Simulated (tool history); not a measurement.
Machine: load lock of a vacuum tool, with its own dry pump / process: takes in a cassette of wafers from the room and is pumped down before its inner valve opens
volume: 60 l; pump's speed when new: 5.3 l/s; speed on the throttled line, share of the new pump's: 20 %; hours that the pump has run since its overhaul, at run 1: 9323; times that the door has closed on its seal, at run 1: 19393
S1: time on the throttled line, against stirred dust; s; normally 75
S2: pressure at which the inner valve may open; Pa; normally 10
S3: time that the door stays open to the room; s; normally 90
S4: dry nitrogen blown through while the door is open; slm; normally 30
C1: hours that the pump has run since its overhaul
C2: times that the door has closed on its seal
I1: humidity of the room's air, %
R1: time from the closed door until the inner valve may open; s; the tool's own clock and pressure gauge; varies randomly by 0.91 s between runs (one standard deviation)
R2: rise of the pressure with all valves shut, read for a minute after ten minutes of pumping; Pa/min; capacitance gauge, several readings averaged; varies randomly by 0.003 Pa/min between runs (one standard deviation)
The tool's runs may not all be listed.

| run | hour | S1 | S2 | S3 | S4 | C1 | C2 | I1 | R1 | R2 |
|---|---|---|---|---|---|---|---|---|---|---|
| 1 | 0 | 75 | 10 | 90 | 30 | 9323 | 19393 | 46.1 | 170.9 | 0.432 |
| 2 | 200.3 | 75 | 10 | 90 | 7 | 9523 | 19732 | 45.2 | 171.5 | 0.487 |
| 3 | 415.8 | 75 | 10 | 90 | 9 | 9739 | 20096 | 49.2 | 172.7 | 0.495 |
| 4 | 661.1 | 75 | 10 | 90 | 9 | 9984 | 20510 | 48.1 | 172.3 | 0.497 |
| 5 | 923.6 | 75 | 10 | 90 | 9 | 10247 | 20954 | 41.5 | 173.9 | 0.498 |
| 6 | 1193.2 | 75 | 10 | 90 | 9 | 10516 | 21409 | 44.7 | 174.3 | 0.519 |
| 7 | 1421.1 | 87 | 10 | 90 | 30 | 10744 | 21794 | 44.7 | 182.2 | 0.505 |
| 8 | 1617.3 | 75 | 8 | 90 | 30 | 10940 | 22126 | 48.3 | 175.8 | 0.528 |
| 9 | 1755.6 | 75 | 8 | 90 | 6 | 11079 | 22359 | 48.5 | 177.1 | 0.571 |
| 10 | 1910.5 | 75 | 8 | 90 | 6 | 11234 | 22621 | 50.6 | 177.8 | 0.586 |
| 11 | 2045.1 | 75 | 8 | 90 | 6 | 11368 | 22848 | 44.5 | 176.1 | 0.581 |
| 12 | 2220.5 | 75 | 16 | 90 | 30 | 11544 | 23145 | 45.4 | 167.8 | 0.566 |
| 13 | 2419.5 | 75 | 16 | 44 | 30 | 11743 | 23481 | 44.7 | 166.6 | 0.574 |
| 14 | 2531 | 75 | 16 | 44 | 30 | 11854 | 23669 | 45.5 | 168.1 | 0.576 |
| 15 | 2728.2 | 75 | 16 | 44 | 30 | 12051 | 24002 | 46.3 | 168.4 | 0.584 |
| 16 | 2898.9 | 75 | 16 | 44 | 30 | 12222 | 24291 | 45.3 | 167.1 | 0.598 |
| 17 | 3137.1 | 75 | 16 | 44 | 30 | 12460 | 24693 | 43.6 | 171.5 | 0.617 |
|  | 3242.6 | door's seal changed, seat wiped |
| 18 | 3325.9 | 75 | 16 | 44 | 30 | 12647 | 140 | 48.8 | 168.4 | 0.026 |
| 19 | 3584 | 75 | 16 | 44 | 30 | 12906 | 576 | 45.6 | 168.7 | 0.026 |
| 20 | 3835.5 | 40 | 16 | 44 | 30 | 13157 | 1001 | 44.5 | 142.6 | 0.026 |
| 21 | 3986.8 | 40 | 10 | 44 | 23 | 13308 | 1257 | 43.2 | 147.4 | 0.032 |
| 22 | 4113 | 80 | 15 | 27 | 5 | 13435 | 1470 | 44.9 | 174.2 | 0.051 |
| 23 | 4350.5 | 80 | 15 | 27 | 5 | 13672 | 1871 | 44.5 | 174.4 | 0.052 |
| 24 | 4617.7 | 84 | 15 | 45 | 5 | 13939 | 2323 | 45.8 | 179.2 | 0.076 |
| 25 | 4780.9 | 110 | 8 | 158 | 9 | 14102 | 2598 | 44.2 | 208.6 | 0.085 |
| 26 | 4972.5 | 127 | 8 | 155 | 6 | 14294 | 2922 | 43.7 | 220.1 | 0.092 |
| 27 | 5191.3 | 127 | 8 | 155 | 6 | 14513 | 3292 | 48.8 | 219.8 | 0.106 |
| 28 | 5390.3 | 127 | 8 | 155 | 18 | 14712 | 3628 | 49 | 220.8 | 0.083 |
| 29 | 5594.6 | 112 | 8 | 153 | 33 | 14916 | 3973 | 44.9 | 208.1 | 0.07 |
| 30 | 5807.9 | 112 | 8 | 118 | 7 | 15129 | 4333 | 46.7 | 209 | 0.108 |
| 31 | 6013.2 | 75 | 11 | 90 | 4 | 15335 | 4680 | 48.9 | 175.6 | 0.12 |
| 32 | 6216.9 | 75 | 10 | 28 | 14 | 15538 | 5024 | 45.8 | 177.2 | 0.094 |
| 33 | 6428 | 129 | 10 | 78 | 14 | 15750 | 5381 | 45.2 | 219.9 | 0.104 |
| 34 | 6694.5 | 63 | 9 | 63 | 15 | 16016 | 5831 | 43 | 171.7 | 0.1 |
| 35 | 6837.2 | 75 | 10 | 123 | 23 | 16159 | 6072 | 45.9 | 178.7 | 0.101 |
|  | 6918.4 | dry pump taken out, an overhauled one fitted |
| 36 | 7021.3 | 65 | 10 | 90 | 30 | 103 | 6373 | 43.7 | 157.5 | 0.098 |
| 37 | 7133.6 | 65 | 10 | 90 | 30 | 215 | 6563 | 46.9 | 156.3 | 0.102 |

Entry by entry between the runs, the difference in hidden state between the last listed run before and the first listed run after:
From run 17 to run 18: door's seal changed, seat wiped (hour 3242.6)
  pump's speed, % of a new pump's: 90.3 -> 90.1; leak at the door's seal, Pa l/s: 0.5979 -> 0.0041
  what was measured, less what the result would be without the hidden state, R1: +9.5 -> +9.3 s; R2: +0.597 -> +0.002 Pa/min
From run 35 to run 36: dry pump taken out, an overhauled one fitted (hour 6918.4)
  pump's speed, % of a new pump's: 86.8 -> 100.4; leak at the door's seal, Pa l/s: 0.0709 -> 0.0756
  what was measured, less what the result would be without the hidden state, R1: +13.7 -> -0.3 s; R2: +0.068 -> +0.074 Pa/min
